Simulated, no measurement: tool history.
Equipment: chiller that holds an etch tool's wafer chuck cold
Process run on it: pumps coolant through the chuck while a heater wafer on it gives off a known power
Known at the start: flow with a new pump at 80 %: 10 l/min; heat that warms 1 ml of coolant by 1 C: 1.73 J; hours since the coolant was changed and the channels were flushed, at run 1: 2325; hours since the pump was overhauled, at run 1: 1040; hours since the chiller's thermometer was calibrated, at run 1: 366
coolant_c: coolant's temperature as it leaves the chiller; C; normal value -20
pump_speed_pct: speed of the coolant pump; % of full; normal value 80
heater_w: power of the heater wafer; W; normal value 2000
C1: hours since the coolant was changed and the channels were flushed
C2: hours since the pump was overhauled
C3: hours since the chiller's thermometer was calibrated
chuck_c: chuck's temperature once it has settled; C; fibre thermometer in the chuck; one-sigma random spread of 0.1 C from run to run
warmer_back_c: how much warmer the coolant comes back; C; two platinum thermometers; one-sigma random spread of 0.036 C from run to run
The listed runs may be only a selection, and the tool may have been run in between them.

run 1 hour=0 | coolant_c=-20 pump_speed_pct=80 heater_w=2000 | C1=2325 C2=1040 C3=366 | chuck_c=-2.3 warmer_back_c=7.01
run 2 hour=36.5 | coolant_c=-20 pump_speed_pct=77 heater_w=2000 | C1=2362 C2=1077 C3=402 | chuck_c=-1.7 warmer_back_c=7.32
run 3 hour=88.9 | coolant_c=-20 pump_speed_pct=77 heater_w=2000 | C1=2414 C2=1129 C3=454 | chuck_c=-1.6 warmer_back_c=7.38
run 4 hour=162.7 | coolant_c=-20 pump_speed_pct=77 heater_w=2000 | C1=2488 C2=1203 C3=528 | chuck_c=-1.7 warmer_back_c=7.33
run 5 hour=219.1 | coolant_c=-20 pump_speed_pct=77 heater_w=2000 | C1=2544 C2=1259 C3=585 | chuck_c=-1.5 warmer_back_c=7.34
run 6 hour=281.7 | coolant_c=-20 pump_speed_pct=77 heater_w=2000 | C1=2607 C2=1322 C3=647 | chuck_c=-1.6 warmer_back_c=7.26
run 7 hour=320.1 | coolant_c=-20 pump_speed_pct=77 heater_w=2000 | C1=2645 C2=1360 C3=686 | chuck_c=-1.7 warmer_back_c=7.3
run 8 hour=387.3 | coolant_c=-20 pump_speed_pct=77 heater_w=2000 | C1=2712 C2=1427 C3=753 | chuck_c=-1.6 warmer_back_c=7.31
run 9 hour=424.8 | coolant_c=-20 pump_speed_pct=80 heater_w=1295 | C1=2750 C2=1465 C3=790 | chuck_c=-8.5 warmer_back_c=4.63
run 10 hour=484.1 | coolant_c=-20 pump_speed_pct=80 heater_w=1295 | C1=2809 C2=1524 C3=850 | chuck_c=-8.5 warmer_back_c=4.62
run 11 hour=541.1 | coolant_c=-20 pump_speed_pct=80 heater_w=1295 | C1=2866 C2=1581 C3=907 | chuck_c=-8.4 warmer_back_c=4.54
run 12 hour=610.1 | coolant_c=-20 pump_speed_pct=80 heater_w=1295 | C1=2935 C2=1650 C3=976 | chuck_c=-8.4 warmer_back_c=4.56
run 13 hour=645.5 | coolant_c=-20 pump_speed_pct=80 heater_w=2000 | C1=2971 C2=1686 C3=1011 | chuck_c=-2 warmer_back_c=7.1
run 14 hour=703.2 | coolant_c=-20 pump_speed_pct=80 heater_w=2000 | C1=3028 C2=1743 C3=1069 | chuck_c=-1.9 warmer_back_c=7.08
run 15 hour=741.7 | coolant_c=-20 pump_speed_pct=80 heater_w=2000 | C1=3067 C2=1782 C3=1107 | chuck_c=-2 warmer_back_c=7.07
run 16 hour=809.3 | coolant_c=-20 pump_speed_pct=80 heater_w=2000 | C1=3134 C2=1849 C3=1175 | chuck_c=-2 warmer_back_c=7.06
run 17 hour=872.4 | coolant_c=-20 pump_speed_pct=98 heater_w=2000 | C1=3198 C2=1912 C3=1238 | chuck_c=-5.1 warmer_back_c=5.66
run 18 hour=909.2 | coolant_c=-20 pump_speed_pct=98 heater_w=2000 | C1=3234 C2=1949 C3=1275 | chuck_c=-5 warmer_back_c=5.74
run 19 hour=943.5 | coolant_c=-26 pump_speed_pct=99 heater_w=2312 | C1=3269 C2=1983 C3=1309 | chuck_c=-9 warmer_back_c=6.6
run 20 hour=1008.9 | coolant_c=-29 pump_speed_pct=95 heater_w=2860 | C1=3334 C2=2049 C3=1374 | chuck_c=-6.9 warmer_back_c=8.4
run 21 hour=1045.8 | coolant_c=-11 pump_speed_pct=67 heater_w=1748 | C1=3371 C2=2086 C3=1411 | chuck_c=7.6 warmer_back_c=7.58
run 22 hour=1082.6 | coolant_c=-11 pump_speed_pct=79 heater_w=1237 | C1=3408 C2=2123 C3=1448 | chuck_c=0.2 warmer_back_c=4.48
run 23 hour=1127.4 | coolant_c=-27 pump_speed_pct=88 heater_w=1716 | C1=3453 C2=2167 C3=1493 | chuck_c=-12.9 warmer_back_c=5.55
run 24 hour=1180.3 | coolant_c=-27 pump_speed_pct=88 heater_w=1716 | C1=3505 C2=2220 C3=1546 | chuck_c=-12.9 warmer_back_c=5.56
run 25 hour=1238.3 | coolant_c=-27 pump_speed_pct=88 heater_w=1716 | C1=3563 C2=2278 C3=1604 | chuck_c=-12.5 warmer_back_c=5.54
run 26 hour=1303.8 | coolant_c=-12 pump_speed_pct=99 heater_w=2587 | C1=3629 C2=2344 C3=1669 | chuck_c=7.4 warmer_back_c=7.34
run 27 hour=1362.2 | coolant_c=-23 pump_speed_pct=77 heater_w=2000 | C1=3687 C2=2402 C3=1728 | chuck_c=-3.9 warmer_back_c=7.47
run 28 hour=1417.4 | coolant_c=-30 pump_speed_pct=62 heater_w=2000 | C1=3742 C2=2457 C3=1783 | chuck_c=-7 warmer_back_c=9.5
run 29 hour=1473.2 | coolant_c=-25 pump_speed_pct=80 heater_w=2188 | C1=3798 C2=2513 C3=1839 | chuck_c=-4.8 warmer_back_c=7.79
run 30 hour=1520.9 | coolant_c=-10 pump_speed_pct=75 heater_w=1832 | C1=3846 C2=2561 C3=1886 | chuck_c=7.9 warmer_back_c=7
run 31 hour=1589.6 | coolant_c=-20 pump_speed_pct=82 heater_w=2315 | C1=3915 C2=2630 C3=1955 | chuck_c=0.7 warmer_back_c=8.11

For some of the steps in chuck_c from one run to the next: how much would appear even if the tool had no hidden state, given the settings, what came in and random variation, and how much remains for the hidden state plus any gauge scatter that the measured result and the result without hidden state don't share?
Hidden state at play: heat passed by the chuck's channels, % of clean ones'; flow at a given pump speed, % of a new pump's; coolant's true temperature over the reading, C; drift of the gauge itself on chuck_c, C; drift of the gauge itself on warmer_back_c, C.
Run 8 -> 9: pump_speed_pct 77 -> 80, heater_w 2000 -> 1295. chuck_c -6.9 C: hidden state -0.5, all else -6.4.
Run 20 -> 21: coolant_c -29 -> -11, pump_speed_pct 95 -> 67, heater_w 2860 -> 1748. chuck_c +14.5 C: hidden state -0.3, all else +14.8.
Run 21 -> 22: pump_speed_pct 67 -> 79, heater_w 1748 -> 1237. chuck_c -7.4 C: hidden state -0.5, all else -6.9.
Run 22 -> 23: coolant_c -11 -> -27, pump_speed_pct 79 -> 88, heater_w 1237 -> 1716. chuck_c -13.1 C: hidden state +0.2, all else -13.3.
Run 25 -> 26: coolant_c -27 -> -12, pump_speed_pct 88 -> 99, heater_w 1716 -> 2587. chuck_c +19.9 C: hidden state +0.6, all else +19.3.

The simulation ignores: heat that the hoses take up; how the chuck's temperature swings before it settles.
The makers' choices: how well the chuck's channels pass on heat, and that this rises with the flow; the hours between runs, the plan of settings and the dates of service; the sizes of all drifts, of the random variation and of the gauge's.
